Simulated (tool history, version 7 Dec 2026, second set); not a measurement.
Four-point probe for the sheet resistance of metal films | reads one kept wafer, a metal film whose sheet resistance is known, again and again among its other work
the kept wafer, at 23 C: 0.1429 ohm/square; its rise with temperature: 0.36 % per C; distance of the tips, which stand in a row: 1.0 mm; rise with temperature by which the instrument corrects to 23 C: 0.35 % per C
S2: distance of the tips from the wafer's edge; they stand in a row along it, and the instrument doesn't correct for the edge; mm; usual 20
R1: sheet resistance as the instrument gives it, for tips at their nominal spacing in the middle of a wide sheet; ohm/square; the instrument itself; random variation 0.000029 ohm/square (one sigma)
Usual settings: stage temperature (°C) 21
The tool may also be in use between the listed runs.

run 1 hour=0.0 | stage_temperature_(°C)=21 S2=20 | R1=0.141950
run 2 hour=36.1 | stage_temperature_(°C)=21 S2=20 | R1=0.141942
run 3 hour=89.2 | stage_temperature_(°C)=21 S2=20 | R1=0.141893
run 4 hour=123.0 | stage_temperature_(°C)=21 S2=52 | R1=0.141713
run 5 hour=192.5 | stage_temperature_(°C)=31 S2=20 | R1=0.142045
run 6 hour=260.7 | stage_temperature_(°C)=19 S2=20 | R1=0.141694
run 7 hour=317.0 | stage_temperature_(°C)=21 S2=7 | R1=0.143097
run 8 hour=365.8 | stage_temperature_(°C)=21 S2=6 | R1=0.143586
run 9 hour=440.1 | stage_temperature_(°C)=21 S2=6 | R1=0.143474
run 10 hour=483.2 | stage_temperature_(°C)=21 S2=6 | R1=0.143508
run 11 hour=526.7 | stage_temperature_(°C)=21 S2=14 | R1=0.141746
run 12 hour=603.9 | stage_temperature_(°C)=21 S2=20 | R1=0.141531
run 13 hour=665.0 | stage_temperature_(°C)=21 S2=20 | R1=0.141455
run 14 hour=696.7 | stage_temperature_(°C)=21 S2=20 | R1=0.141410
run 15 hour=764.4 | stage_temperature_(°C)=32 S2=20 | R1=0.141626
run 16 hour=825.4 | stage_temperature_(°C)=32 S2=20 | R1=0.141533
run 17 hour=887.6 | stage_temperature_(°C)=32 S2=20 | R1=0.141466
run 18 hour=961.8 | stage_temperature_(°C)=32 S2=20 | R1=0.141420
run 19 hour=1018.7 | stage_temperature_(°C)=32 S2=20 | R1=0.141411
run 20 hour=1056.8 | stage_temperature_(°C)=29 S2=20 | R1=0.141280
run 21 hour=1096.7 | stage_temperature_(°C)=29 S2=20 | R1=0.142820
run 22 hour=1142.3 | stage_temperature_(°C)=29 S2=20 | R1=0.142842
run 23 hour=1199.9 | stage_temperature_(°C)=19 S2=9 | R1=0.143244
run 24 hour=1233.8 | stage_temperature_(°C)=19 S2=3 | R1=0.150328
run 25 hour=1272.6 | stage_temperature_(°C)=28 S2=60 | R1=0.142512
run 26 hour=1348.7 | stage_temperature_(°C)=27 S2=10 | R1=0.143195
run 27 hour=1427.0 | stage_temperature_(°C)=21 S2=3 | R1=0.150234
run 28 hour=1480.7 | stage_temperature_(°C)=23 S2=10 | R1=0.142994
run 29 hour=1540.0 | stage_temperature_(°C)=23 S2=10 | R1=0.142961
run 30 hour=1590.9 | stage_temperature_(°C)=24 S2=38 | R1=0.142191
run 31 hour=1644.0 | stage_temperature_(°C)=26 S2=6 | R1=0.144284
run 32 hour=1689.9 | stage_temperature_(°C)=30 S2=3 | R1=0.150237
run 33 hour=1747.5 | stage_temperature_(°C)=30 S2=3 | R1=0.150215
run 34 hour=1802.8 | stage_temperature_(°C)=29 S2=3 | R1=0.150092
run 35 hour=1872.2 | stage_temperature_(°C)=18 S2=18 | R1=0.142015
run 36 hour=1930.7 | stage_temperature_(°C)=23 S2=73 | R1=0.141898
run 37 hour=2008.1 | stage_temperature_(°C)=30 S2=13 | R1=0.142440
run 38 hour=2064.5 | stage_temperature_(°C)=30 S2=13 | R1=0.142340
run 39 hour=2098.5 | stage_temperature_(°C)=30 S2=13 | R1=0.142333
run 40 hour=2176.1 | stage_temperature_(°C)=20 S2=15 | R1=0.141978
run 41 hour=2230.4 | stage_temperature_(°C)=28 S2=9 | R1=0.142651
run 42 hour=2304.2 | stage_temperature_(°C)=28 S2=9 | R1=0.142664

Not shown: 1 entry that the log had between the listed runs. Between which runs, and how does the tool's hidden state differ before and after?
Between runs 20 and 21: new probe head fitted (hour 1076.4)
  inner tips' distance over the nominal, %: -1.233 -> -0.233; tips' flats over new ones', %: 80 -> 0
  measured less the result without the state, R1: -0.001922 -> -0.000374 ohm/square
